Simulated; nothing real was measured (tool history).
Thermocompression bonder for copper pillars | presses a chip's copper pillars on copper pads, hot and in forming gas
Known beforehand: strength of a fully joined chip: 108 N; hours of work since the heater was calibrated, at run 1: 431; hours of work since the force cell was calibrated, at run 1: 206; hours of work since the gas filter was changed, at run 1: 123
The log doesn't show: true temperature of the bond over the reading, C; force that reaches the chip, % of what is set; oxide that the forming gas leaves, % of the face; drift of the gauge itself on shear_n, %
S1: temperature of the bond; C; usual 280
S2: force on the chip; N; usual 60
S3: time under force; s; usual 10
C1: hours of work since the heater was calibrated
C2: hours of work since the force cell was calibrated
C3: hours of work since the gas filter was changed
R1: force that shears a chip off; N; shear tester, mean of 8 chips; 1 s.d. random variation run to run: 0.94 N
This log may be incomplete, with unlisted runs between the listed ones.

run	hour	S1	S2	S3	C1	C2	C3	R1
1	0	280	60	10	431	206	123	79.6
2	12.8	280	60	10	441	215	132	81.5
3	22	280	60	10	447	222	139	80.6
4	30.1	280	60	10	453	227	145	80.5
5	36.8	280	60	10	458	232	150	78.6
# hour 46.2: forming gas filter changed
6	48.9	280	60	10	466	241	2	81.5
7	57.6	280	60	10	473	247	8	82.7
8	69	280	60	10	481	255	17	83.8
9	74.9	280	60	10	485	260	21	83.5
10	83.9	280	60	10	492	266	27	82.8
11	93.9	280	60	10	499	274	35	82.5
12	103.5	256	60	10	506	281	42	66.2
13	113.3	280	60	10	513	288	49	81.7
14	121	280	65	10	519	293	54	87
15	126.2	280	65	10	523	297	58	86.9
16	136.9	280	60	8	530	305	66	77.4
17	148.8	285	60	10	539	313	75	85.5
18	159.1	280	60	10	547	321	82	81.6
19	166.1	280	60	10	552	326	87	83.8
# hour 168.8: heater calibrated with a thermocouple chip
20	176.4	280	60	10	6	332	93	83.7
21	189.1	299	50	5	15	341	102	71.5
# hour 193.7: heater calibrated with a thermocouple chip, once more
22	202.8	280	70	20	7	350	111	95.7

Estimate the outcome of run 23 from the log above:
23	211	280	70	20	13	356	117	?

{"run 23": {"R1": 95.7}}
With the hidden condition absent and the run-to-run variation left alone, this run would have shown R1 97.9 N.

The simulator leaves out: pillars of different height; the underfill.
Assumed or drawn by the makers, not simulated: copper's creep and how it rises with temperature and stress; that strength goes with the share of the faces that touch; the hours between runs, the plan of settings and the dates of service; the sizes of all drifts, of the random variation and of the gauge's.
